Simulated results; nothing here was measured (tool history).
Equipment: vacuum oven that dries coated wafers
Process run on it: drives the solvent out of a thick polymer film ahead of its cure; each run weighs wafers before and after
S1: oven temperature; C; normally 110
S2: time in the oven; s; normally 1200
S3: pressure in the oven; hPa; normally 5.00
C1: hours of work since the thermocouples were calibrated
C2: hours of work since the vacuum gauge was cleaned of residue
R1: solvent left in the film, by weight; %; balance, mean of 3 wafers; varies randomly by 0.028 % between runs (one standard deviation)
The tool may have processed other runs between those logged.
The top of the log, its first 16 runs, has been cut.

{"run": 17, "hour": 370.0, "S1": 110, "S2": 1200, "S3": 5.0, "C1": 22, "C2": 32, "R1": 1.49}
{"run": 18, "hour": 397.9, "S1": 110, "S2": 1200, "S3": 5.0, "C1": 43, "C2": 53, "R1": 1.51}
{"hour": 421.9, "done": "vacuum gauge cleaned of residue and calibrated, once more"}
{"run": 19, "hour": 423.3, "S1": 110, "S2": 1200, "S3": 5.0, "C1": 61, "C2": 1, "R1": 1.24}
{"run": 20, "hour": 442.6, "S1": 110, "S2": 1200, "S3": 7.97, "C1": 75, "C2": 16, "R1": 1.43}
{"run": 21, "hour": 458.3, "S1": 121, "S2": 1200, "S3": 7.97, "C1": 87, "C2": 27, "R1": 0.39}
{"run": 22, "hour": 480.6, "S1": 119, "S2": 1200, "S3": 5.0, "C1": 104, "C2": 44, "R1": 0.3}
{"run": 23, "hour": 495.0, "S1": 119, "S2": 1200, "S3": 5.0, "C1": 114, "C2": 55, "R1": 0.37}
{"run": 24, "hour": 508.8, "S1": 116, "S2": 1620, "S3": 5.0, "C1": 125, "C2": 65, "R1": 0.26}
{"run": 25, "hour": 530.1, "S1": 109, "S2": 1200, "S3": 5.0, "C1": 141, "C2": 81, "R1": 1.47}
{"run": 26, "hour": 559.2, "S1": 109, "S2": 1200, "S3": 5.0, "C1": 163, "C2": 103, "R1": 1.48}
{"run": 27, "hour": 582.5, "S1": 120, "S2": 780, "S3": 5.0, "C1": 180, "C2": 120, "R1": 0.85}
{"run": 28, "hour": 608.8, "S1": 100, "S2": 960, "S3": 5.0, "C1": 200, "C2": 140, "R1": 5.64}
{"run": 29, "hour": 625.7, "S1": 100, "S2": 960, "S3": 5.0, "C1": 212, "C2": 153, "R1": 5.61}
{"run": 30, "hour": 658.4, "S1": 103, "S2": 960, "S3": 14.12, "C1": 237, "C2": 177, "R1": 4.98}
{"run": 31, "hour": 680.6, "S1": 123, "S2": 960, "S3": 14.12, "C1": 254, "C2": 194, "R1": 0.66}
{"run": 32, "hour": 704.8, "S1": 123, "S2": 960, "S3": 14.12, "C1": 272, "C2": 212, "R1": 0.65}
{"run": 33, "hour": 729.1, "S1": 123, "S2": 960, "S3": 14.12, "C1": 290, "C2": 230, "R1": 0.67}
{"run": 34, "hour": 754.2, "S1": 119, "S2": 1200, "S3": 3.39, "C1": 309, "C2": 249, "R1": 0.37}
{"run": 35, "hour": 781.4, "S1": 116, "S2": 1140, "S3": 7.55, "C1": 329, "C2": 270, "R1": 0.76}

Forecast run 36:
{"run": 36, "hour": 811.7, "S1": 110, "S2": 1020, "S3": 17.88, "C1": 352, "C2": 292, "R1": "?"}

R1: 2.60 %
If the tool had no hidden condition, the same run with the same run-to-run variation would have returned R1 2.50 %.
